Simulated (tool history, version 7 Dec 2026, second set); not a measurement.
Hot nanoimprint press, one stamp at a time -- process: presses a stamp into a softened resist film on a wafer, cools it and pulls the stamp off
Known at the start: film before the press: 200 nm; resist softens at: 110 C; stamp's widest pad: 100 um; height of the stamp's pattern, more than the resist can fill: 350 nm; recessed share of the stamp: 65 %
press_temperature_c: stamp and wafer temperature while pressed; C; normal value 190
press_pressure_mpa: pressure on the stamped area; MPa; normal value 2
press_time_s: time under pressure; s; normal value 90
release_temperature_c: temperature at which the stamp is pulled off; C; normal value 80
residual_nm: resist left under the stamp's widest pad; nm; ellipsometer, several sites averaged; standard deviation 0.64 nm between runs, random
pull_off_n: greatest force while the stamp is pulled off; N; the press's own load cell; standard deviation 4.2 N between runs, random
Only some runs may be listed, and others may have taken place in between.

| run | hour | press_temperature_c | press_pressure_mpa | press_time_s | release_temperature_c | residual_nm | pull_off_n |
|---|---|---|---|---|---|---|---|
| 1 | 0 | 190 | 2 | 90 | 80 | 111.1 | 273 |
| 2 | 9.7 | 190 | 2 | 90 | 80 | 110.7 | 262 |
| 3 | 20.8 | 198 | 2 | 90 | 80 | 95.1 | 271 |
| 4 | 28.1 | 198 | 2 | 90 | 80 | 95.4 | 277 |
| 5 | 39.4 | 198 | 2 | 90 | 80 | 94.2 | 267 |
| 6 | 47.7 | 198 | 2 | 90 | 80 | 95.7 | 269 |
| 7 | 56 | 198 | 2 | 90 | 80 | 95 | 265 |
| 8 | 65.6 | 198 | 2 | 90 | 80 | 95.3 | 278 |
| 9 | 77.5 | 198 | 2 | 90 | 80 | 93.6 | 285 |
| 10 | 88.5 | 198 | 2 | 90 | 80 | 95.6 | 283 |
| 11 | 95.8 | 190 | 2 | 90 | 79 | 112.9 | 283 |
| 12 | 103.3 | 190 | 2 | 90 | 80 | 113 | 273 |
| 13 | 113.3 | 190 | 2 | 90 | 80 | 112.7 | 284 |
| 14 | 123.8 | 190 | 1.79 | 90 | 80 | 119.5 | 280 |
| 15 | 132.7 | 190 | 1.79 | 90 | 80 | 118.5 | 289 |
| 16 | 140.8 | 190 | 1.79 | 90 | 80 | 117.9 | 290 |
| 17 | 152.2 | 190 | 1.79 | 90 | 80 | 117.6 | 294 |
| 18 | 161.3 | 190 | 1.79 | 90 | 80 | 118 | 292 |
| 19 | 171.3 | 188 | 2 | 90 | 79 | 117.4 | 292 |
| 20 | 177.2 | 182 | 2 | 90 | 80 | 132.8 | 294 |
| 21 | 186.2 | 192 | 2 | 81 | 80 | 113.2 | 300 |
| 22 | 197 | 193 | 1.25 | 79 | 80 | 132.2 | 294 |
| 23 | 205.8 | 193 | 1.25 | 79 | 80 | 132 | 303 |
| 24 | 211.1 | 187 | 1.96 | 121 | 78 | 110.9 | 313 |
| 25 | 221.5 | 186 | 2 | 167 | 80 | 101.5 | 301 |

Run 26 has not been measured yet. What should we expect?
| 26 | 230.3 | 186 | 2 | 167 | 80 | ? | ? |

residual_nm: 101.5 nm
pull_off_n: 298 N
Without the tool's hidden state the same run would have given residual_nm 96.8 nm, pull_off_n 201 N.
